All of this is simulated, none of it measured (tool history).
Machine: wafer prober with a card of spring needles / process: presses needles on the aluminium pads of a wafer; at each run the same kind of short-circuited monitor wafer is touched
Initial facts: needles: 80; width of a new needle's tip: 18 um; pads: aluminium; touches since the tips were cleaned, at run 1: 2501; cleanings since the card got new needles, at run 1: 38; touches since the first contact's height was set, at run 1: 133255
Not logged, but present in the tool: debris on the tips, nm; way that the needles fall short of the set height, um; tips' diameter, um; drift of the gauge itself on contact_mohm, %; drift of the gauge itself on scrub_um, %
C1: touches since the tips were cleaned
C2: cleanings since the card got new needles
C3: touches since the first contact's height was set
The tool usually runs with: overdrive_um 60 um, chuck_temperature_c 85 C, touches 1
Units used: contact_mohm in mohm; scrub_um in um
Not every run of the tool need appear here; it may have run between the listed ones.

Run 1, hour 0: usual settings; C1 2501; C2 38; C3 133255. Result: contact_mohm 139 mohm, scrub_um 11.3 um.
At hour 1: tips cleaned on abrasive film.
At hour 6.2: tips cleaned on abrasive film.
Run 2, hour 6.2: usual settings; C1 0; C2 40; C3 137048. Result: contact_mohm 139 mohm, scrub_um 11.38 um.
At hour 11.4: tips cleaned on abrasive film.
Run 3, hour 14.3: usual settings; C1 1825; C2 41; C3 142173. Result: contact_mohm 142 mohm, scrub_um 11.12 um.
At hour 16.5: tips cleaned on abrasive film.
At hour 21.2: tips cleaned on abrasive film.
Run 4, hour 25.7: usual settings; C1 2851; C2 43; C3 149286. Result: contact_mohm 142 mohm, scrub_um 11.49 um.
At hour 26.7: tips cleaned on abrasive film.
At hour 31.5: tips cleaned on abrasive film.
Run 5, hour 32.3: usual settings; C1 483; C2 45; C3 153341. Result: contact_mohm 140 mohm, scrub_um 11.44 um.
At hour 36.6: tips cleaned on abrasive film.
Run 6, hour 39.7: usual settings; C1 1988; C2 46; C3 158038. Result: contact_mohm 138 mohm, scrub_um 11.29 um.
At hour 41.7: tips cleaned on abrasive film.
At hour 46.6: tips cleaned on abrasive film.
Run 7, hour 50.5: usual settings; C1 2488; C2 48; C3 164762. Result: contact_mohm 140 mohm, scrub_um 11.46 um.
At hour 52.2: tips cleaned on abrasive film.
At hour 57.3: tips cleaned on abrasive film.
Run 8, hour 60.8: usual settings; C1 2237; C2 50; C3 171205. Result: contact_mohm 140 mohm, scrub_um 11.26 um.
At hour 62.8: tips cleaned on abrasive film.
At hour 67.6: tips cleaned on abrasive film.
Run 9, hour 69.7: usual settings but touches 2; C1 1306; C2 52; C3 176701. Result: contact_mohm 140 mohm, scrub_um 11.44 um.
At hour 72.6: tips cleaned on abrasive film.
At hour 78.1: tips cleaned on abrasive film.
Run 10, hour 80: usual settings but overdrive_um 42 um, chuck_temperature_c 124 C, touches 2; C1 1207; C2 54; C3 183155. Result: contact_mohm 153 mohm, scrub_um 8.04 um.
At hour 83.1: tips cleaned on abrasive film.
Run 11, hour 87.5: usual settings but overdrive_um 42 um, chuck_temperature_c 124 C, touches 2; C1 2772; C2 55; C3 187853. Result: contact_mohm 154 mohm, scrub_um 7.97 um.
At hour 88.1: tips cleaned on abrasive film.
Run 12, hour 92.4: usual settings but overdrive_um 42 um, chuck_temperature_c 124 C, touches 2; C1 2755; C2 56; C3 190927. Result: contact_mohm 154 mohm, scrub_um 7.87 um.
At hour 93.4: tips cleaned on abrasive film.
At hour 98.6: tips cleaned on abrasive film.
Run 13, hour 102.3: usual settings but overdrive_um 53 um; C1 2406; C2 58; C3 197102. Result: contact_mohm 144 mohm, scrub_um 10.06 um.
At hour 104: tips cleaned on abrasive film.
At hour 109.2: tips cleaned on abrasive film.
Run 14, hour 109.5: usual settings; C1 188; C2 60; C3 201511. Result: contact_mohm 141 mohm, scrub_um 11.65 um.
At hour 114.6: tips cleaned on abrasive film.
Run 15, hour 115.5: usual settings; C1 549; C2 61; C3 205262. Result: contact_mohm 140 mohm, scrub_um 11.51 um.
At hour 119.9: tips cleaned on abrasive film.
At hour 125.2: tips cleaned on abrasive film.
Run 16, hour 125.2: usual settings but overdrive_um 65 um, chuck_temperature_c 50 C, touches 3; C1 0; C2 63; C3 211329. Result: contact_mohm 133 mohm, scrub_um 12.37 um.
At hour 130.7: tips cleaned on abrasive film.
Run 17, hour 131.8: usual settings but overdrive_um 65 um, chuck_temperature_c 50 C, touches 3; C1 710; C2 64; C3 215494. Result: contact_mohm 135 mohm, scrub_um 12.5 um.
At hour 135.9: tips cleaned on abrasive film.
At hour 140.9: tips cleaned on abrasive film.
Run 18, hour 142.4: usual settings but overdrive_um 74 um, chuck_temperature_c 50 C, touches 2; C1 952; C2 66; C3 222059. Result: contact_mohm 132 mohm, scrub_um 14.19 um.

What if the next run were any one of these 5? Each begins from the tool's condition after run 18:
At hour 145.9: tips cleaned on abrasive film.
Run A, hour 148.8: usual settings but chuck_temperature_c 92 C; C1 1867; C2 67; C3 226096. Result: contact_mohm ?, scrub_um ?.
At hour 145.9: tips cleaned on abrasive film.
Run B, hour 148.8: usual settings but overdrive_um 41 um, chuck_temperature_c 51 C; C1 1867; C2 67; C3 226096. Result: contact_mohm ?, scrub_um ?.
At hour 145.9: tips cleaned on abrasive film.
Run C, hour 148.8: usual settings but overdrive_um 74 um, chuck_temperature_c 50 C, touches 2; C1 1867; C2 67; C3 226096. Result: contact_mohm ?, scrub_um ?.
At hour 145.9: tips cleaned on abrasive film.
Run D, hour 148.8: usual settings but overdrive_um 45 um, chuck_temperature_c 32 C; C1 1867; C2 67; C3 226096. Result: contact_mohm ?, scrub_um ?.
At hour 145.9: tips cleaned on abrasive film.
Run E, hour 148.8: usual settings but chuck_temperature_c 119 C, touches 3; C1 1867; C2 67; C3 226096. Result: contact_mohm ?, scrub_um ?.

run  contact_mohm  scrub_um
  A           141     11.45
  B           142      7.68
  C           132     14.18
  D           136       8.6
  E           148     11.29
Take away the tool's hidden state, keep each run's random variation, and the runs would have read:
run  contact_mohm  scrub_um
  A           140     11.46
  B           142      7.69
  C           132     14.19
  D           136       8.6
  E           148     11.29
